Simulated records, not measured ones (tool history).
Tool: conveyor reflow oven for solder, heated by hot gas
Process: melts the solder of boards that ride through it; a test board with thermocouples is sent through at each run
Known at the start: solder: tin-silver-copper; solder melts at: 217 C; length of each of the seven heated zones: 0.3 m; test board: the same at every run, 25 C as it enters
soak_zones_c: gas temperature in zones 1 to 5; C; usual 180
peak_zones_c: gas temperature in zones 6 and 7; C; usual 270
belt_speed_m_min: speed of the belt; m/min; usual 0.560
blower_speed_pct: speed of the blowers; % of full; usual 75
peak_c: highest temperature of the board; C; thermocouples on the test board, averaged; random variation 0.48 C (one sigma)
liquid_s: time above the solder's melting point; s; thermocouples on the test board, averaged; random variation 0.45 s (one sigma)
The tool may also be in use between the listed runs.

run 1 hour=0.0 | soak_zones_c=180 peak_zones_c=270 belt_speed_m_min=0.560 blower_speed_pct=75 | peak_c=257.0 liquid_s=53.1
run 2 hour=6.2 | soak_zones_c=180 peak_zones_c=270 belt_speed_m_min=0.560 blower_speed_pct=75 | peak_c=256.2 liquid_s=53.0
run 3 hour=11.0 | soak_zones_c=180 peak_zones_c=270 belt_speed_m_min=0.560 blower_speed_pct=75 | peak_c=256.6 liquid_s=53.3
run 4 hour=17.3 | soak_zones_c=180 peak_zones_c=270 belt_speed_m_min=0.560 blower_speed_pct=75 | peak_c=258.0 liquid_s=53.1
run 5 hour=24.5 | soak_zones_c=180 peak_zones_c=270 belt_speed_m_min=0.560 blower_speed_pct=75 | peak_c=256.2 liquid_s=53.1
run 6 hour=29.5 | soak_zones_c=180 peak_zones_c=270 belt_speed_m_min=0.560 blower_speed_pct=75 | peak_c=257.7 liquid_s=53.4
run 7 hour=37.5 | soak_zones_c=180 peak_zones_c=270 belt_speed_m_min=0.560 blower_speed_pct=75 | peak_c=256.9 liquid_s=52.8
run 8 hour=41.7 | soak_zones_c=180 peak_zones_c=270 belt_speed_m_min=0.560 blower_speed_pct=75 | peak_c=257.4 liquid_s=52.6
run 9 hour=45.5 | soak_zones_c=183 peak_zones_c=270 belt_speed_m_min=0.560 blower_speed_pct=70 | peak_c=255.9 liquid_s=53.5
run 10 hour=50.6 | soak_zones_c=182 peak_zones_c=262 belt_speed_m_min=0.560 blower_speed_pct=86 | peak_c=251.9 liquid_s=51.7
run 11 hour=59.6 | soak_zones_c=182 peak_zones_c=262 belt_speed_m_min=0.560 blower_speed_pct=86 | peak_c=252.6 liquid_s=51.8
run 12 hour=66.7 | soak_zones_c=173 peak_zones_c=270 belt_speed_m_min=0.560 blower_speed_pct=75 | peak_c=255.6 liquid_s=49.6
run 13 hour=75.6 | soak_zones_c=175 peak_zones_c=270 belt_speed_m_min=0.588 blower_speed_pct=75 | peak_c=254.8 liquid_s=47.9
run 14 hour=84.8 | soak_zones_c=175 peak_zones_c=270 belt_speed_m_min=0.588 blower_speed_pct=77 | peak_c=254.5 liquid_s=48.3
run 15 hour=92.8 | soak_zones_c=166 peak_zones_c=278 belt_speed_m_min=0.635 blower_speed_pct=75 | peak_c=256.2 liquid_s=42.3
run 16 hour=98.0 | soak_zones_c=192 peak_zones_c=282 belt_speed_m_min=0.651 blower_speed_pct=68 | peak_c=262.9 liquid_s=51.0

5 ways to go on from here, each from the tool as it stands after run 16. What would each give?
run A hour=105.7 | soak_zones_c=187 peak_zones_c=277 belt_speed_m_min=0.630 blower_speed_pct=68 | peak_c=? liquid_s=?
run B hour=105.7 | soak_zones_c=180 peak_zones_c=270 belt_speed_m_min=0.560 blower_speed_pct=64 | peak_c=? liquid_s=?
run C hour=105.7 | soak_zones_c=180 peak_zones_c=266 belt_speed_m_min=0.560 blower_speed_pct=75 | peak_c=? liquid_s=?
run D hour=105.7 | soak_zones_c=180 peak_zones_c=270 belt_speed_m_min=0.541 blower_speed_pct=75 | peak_c=? liquid_s=?
run E hour=105.7 | soak_zones_c=168 peak_zones_c=270 belt_speed_m_min=0.560 blower_speed_pct=75 | peak_c=? liquid_s=?

run=A peak_c=257.9 liquid_s=49.0
run=B peak_c=254.0 liquid_s=50.8
run=C peak_c=253.0 liquid_s=50.9
run=D peak_c=258.1 liquid_s=55.4
run=E peak_c=254.5 liquid_s=48.3
Without the tool's hidden state the same runs would have given:
run=A peak_c=258.4 liquid_s=49.1
run=B peak_c=254.2 liquid_s=50.8
run=C peak_c=253.3 liquid_s=51.0
run=D peak_c=258.3 liquid_s=55.4
run=E peak_c=254.9 liquid_s=48.5
